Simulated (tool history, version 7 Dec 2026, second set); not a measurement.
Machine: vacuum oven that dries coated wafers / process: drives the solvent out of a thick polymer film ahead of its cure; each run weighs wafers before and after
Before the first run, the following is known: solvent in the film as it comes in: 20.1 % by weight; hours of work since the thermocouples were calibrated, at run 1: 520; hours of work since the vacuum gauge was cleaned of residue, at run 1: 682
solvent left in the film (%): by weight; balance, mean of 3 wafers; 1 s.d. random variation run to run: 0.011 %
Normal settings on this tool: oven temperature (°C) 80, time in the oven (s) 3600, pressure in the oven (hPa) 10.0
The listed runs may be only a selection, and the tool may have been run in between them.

| run | hour | oven temperature (°C) | time in the oven (s) | pressure in the oven (hPa) | hours of work since the thermocouples were calibrated | hours of work since the vacuum gauge was cleaned of residue | solvent left in the film (%) |
|---|---|---|---|---|---|---|---|
| 1 | 0.0 | 80 | 3600 | 10.0 | 520 | 682 | 0.92 |
| 2 | 16.3 | 80 | 3300 | 10.0 | 529 | 690 | 1.12 |
| 3 | 35.1 | 80 | 3300 | 10.0 | 539 | 700 | 1.09 |
| 4 | 49.7 | 80 | 3300 | 10.0 | 547 | 708 | 1.11 |
| 5 | 70.2 | 80 | 3300 | 10.0 | 557 | 719 | 1.11 |
| 6 | 93.8 | 80 | 3300 | 10.0 | 570 | 731 | 1.10 |
| 7 | 115.4 | 80 | 3300 | 10.0 | 581 | 743 | 1.11 |
| 8 | 135.6 | 80 | 3300 | 10.0 | 592 | 753 | 1.11 |
| 9 | 155.6 | 72 | 3600 | 7.1 | 603 | 764 | 2.11 |
| 10 | 176.0 | 71 | 1980 | 35.0 | 613 | 775 | 6.60 |
| 11 | 198.5 | 80 | 4260 | 14.4 | 625 | 786 | 0.86 |
| 12 | 221.6 | 83 | 3600 | 10.0 | 637 | 799 | 0.67 |
| 13 | 243.3 | 87 | 2880 | 8.1 | 649 | 810 | 0.57 |
| 14 | 261.4 | 69 | 3600 | 17.7 | 658 | 820 | 3.42 |
| 15 | 278.7 | 92 | 3600 | 10.0 | 668 | 829 | 0.28 |

Each row is a separate what-if for the run after 15, all from the same tool condition, not one after another. Results?
| A | 289.1 | 75 | 3600 | 10.0 | 673 | 834 | ? |
| B | 289.1 | 80 | 3600 | 36.5 | 673 | 834 | ? |
| C | 289.1 | 85 | 3240 | 9.4 | 673 | 834 | ? |

| run | solvent left in the film (%) |
|---|---|
| A | 1.66 |
| B | 1.97 |
| C | 0.63 |
Take away the tool's hidden state, keep each run's random variation, and the runs would have read:
| run | solvent left in the film (%) |
|---|---|
| A | 1.66 |
| B | 1.97 |
| C | 0.63 |
